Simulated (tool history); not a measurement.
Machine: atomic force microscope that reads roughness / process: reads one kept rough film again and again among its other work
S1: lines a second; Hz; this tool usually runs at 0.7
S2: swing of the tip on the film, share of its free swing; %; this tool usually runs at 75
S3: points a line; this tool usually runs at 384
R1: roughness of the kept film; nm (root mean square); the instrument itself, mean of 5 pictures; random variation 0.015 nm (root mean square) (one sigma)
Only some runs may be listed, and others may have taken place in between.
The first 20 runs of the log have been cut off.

run,hour,S1,S2,S3,R1
21,1110,1.893,75,858,3.036
22,1159.5,0.609,75,309,3.236
23,1219.2,3.497,75,384,2.624
# hour 1277.3: new tip fitted
24,1288.9,0.7,87,384,3.276
25,1358.5,1.12,86,351,3.052
26,1396.5,1.12,86,351,3.02
# hour 1434.3: height scale calibrated on a step standard, once more
27,1438.5,1.12,86,351,3.063
28,1511.9,0.535,79,690,3.276
# hour 1569.8: new tip fitted
29,1589.7,0.535,79,690,3.493
30,1664.8,2.011,67,818,3.266
31,1708.3,1.096,75,669,3.283
32,1762.8,0.763,66,882,3.369
33,1838.7,0.763,66,882,3.273
# hour 1862.3: new tip fitted
34,1879.4,2.393,85,571,2.853
35,1934.9,0.828,61,275,3.493

Each row is a separate what-if for the run after 35, all from the same tool condition, not one after another. Results?
A,1979.6,0.912,75,323,?
B,1979.6,1.392,79,879,?
C,1979.6,0.828,86,387,?
D,1979.6,1.248,87,494,?

run,R1
A,3.312
B,3.158
C,3.195
D,3.072
The same runs, with their run-to-run variation unchanged, on a tool lacking any hidden condition would have given:
run,R1
A,3.455
B,3.295
C,3.334
D,3.205
